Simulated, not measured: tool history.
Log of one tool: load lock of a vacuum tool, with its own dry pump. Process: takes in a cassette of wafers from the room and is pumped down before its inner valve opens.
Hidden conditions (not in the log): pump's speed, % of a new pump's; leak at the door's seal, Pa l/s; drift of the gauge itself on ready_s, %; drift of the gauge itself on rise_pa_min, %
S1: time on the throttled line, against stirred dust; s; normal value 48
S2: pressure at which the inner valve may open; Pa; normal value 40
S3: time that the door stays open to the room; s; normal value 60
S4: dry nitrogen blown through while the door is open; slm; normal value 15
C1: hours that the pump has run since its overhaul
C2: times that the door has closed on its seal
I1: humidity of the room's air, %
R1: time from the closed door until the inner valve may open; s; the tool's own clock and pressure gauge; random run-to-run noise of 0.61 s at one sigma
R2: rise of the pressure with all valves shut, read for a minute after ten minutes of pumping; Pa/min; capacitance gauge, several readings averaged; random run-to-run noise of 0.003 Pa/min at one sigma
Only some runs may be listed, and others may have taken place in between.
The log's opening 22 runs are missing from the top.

Run 23, hour 4031.7: usual settings but S1 35 s, S2 38 Pa, S3 108 s, S4 44 slm; C1 4560; C2 8490; I1 43.0. Result: R1 78.0 s, R2 0.022 Pa/min.
Run 24, hour 4283.3: usual settings but S1 35 s, S2 38 Pa, S3 108 s, S4 44 slm; C1 4812; C2 9672; I1 46.6. Result: R1 78.5 s, R2 0.026 Pa/min.
Run 25, hour 4496.6: usual settings but S1 88 s, S2 66 Pa, S3 195 s, S4 19 slm; C1 5025; C2 10673; I1 40.6. Result: R1 114.1 s, R2 0.042 Pa/min.
Run 26, hour 4618.3: usual settings but S1 88 s, S2 66 Pa, S3 67 s, S4 7 slm; C1 5146; C2 11245; I1 41.9. Result: R1 114.3 s, R2 0.032 Pa/min.
Run 27, hour 4841.2: usual settings but S1 32 s, S2 59 Pa, S3 67 s, S4 5 slm; C1 5369; C2 12292; I1 42.8. Result: R1 74.0 s, R2 0.034 Pa/min.
Run 28, hour 4972.1: usual settings but S1 31 s, S2 59 Pa, S3 149 s; C1 5500; C2 12907; I1 46.8. Result: R1 73.1 s, R2 0.046 Pa/min.
Run 29, hour 5134.6: usual settings but S2 60 Pa, S3 198 s; C1 5663; C2 13670; I1 40.6. Result: R1 86.0 s, R2 0.046 Pa/min.
Run 30, hour 5250.3: usual settings but S2 60 Pa, S3 198 s; C1 5778; C2 14213; I1 42.2. Result: R1 84.6 s, R2 0.043 Pa/min.

Consider 4 possible next runs. They are alternatives, not a sequence: every one starts from the tool as it was left by run 30. What does each give?
Run A, hour 5450.1: usual settings but S1 38 s, S2 51 Pa, S4 24 slm; C1 5978; C2 15152; I1 41.6. Result: R1 ?, R2 ?.
Run B, hour 5450.1: usual settings but S2 60 Pa, S3 198 s, S4 19 slm; C1 5978; C2 15152; I1 40.6. Result: R1 ?, R2 ?.
Run C, hour 5450.1: usual settings but S1 26 s, S2 68 Pa, S3 47 s; C1 5978; C2 15152; I1 44.7. Result: R1 ?, R2 ?.
Run D, hour 5450.1: usual settings but S2 39 Pa, S3 153 s, S4 28 slm; C1 5978; C2 15152; I1 43.5. Result: R1 ?, R2 ?.

run    R1     R2
  A  79.7  0.022
  B  85.6  0.039
  C  68.8  0.022
  D  88.5  0.030
Stripped of hidden state, with their random variation kept, the same runs would have yielded:
run    R1     R2
  A  79.7  0.022
  B  85.6  0.038
  C  68.7  0.022
  D  88.5  0.029
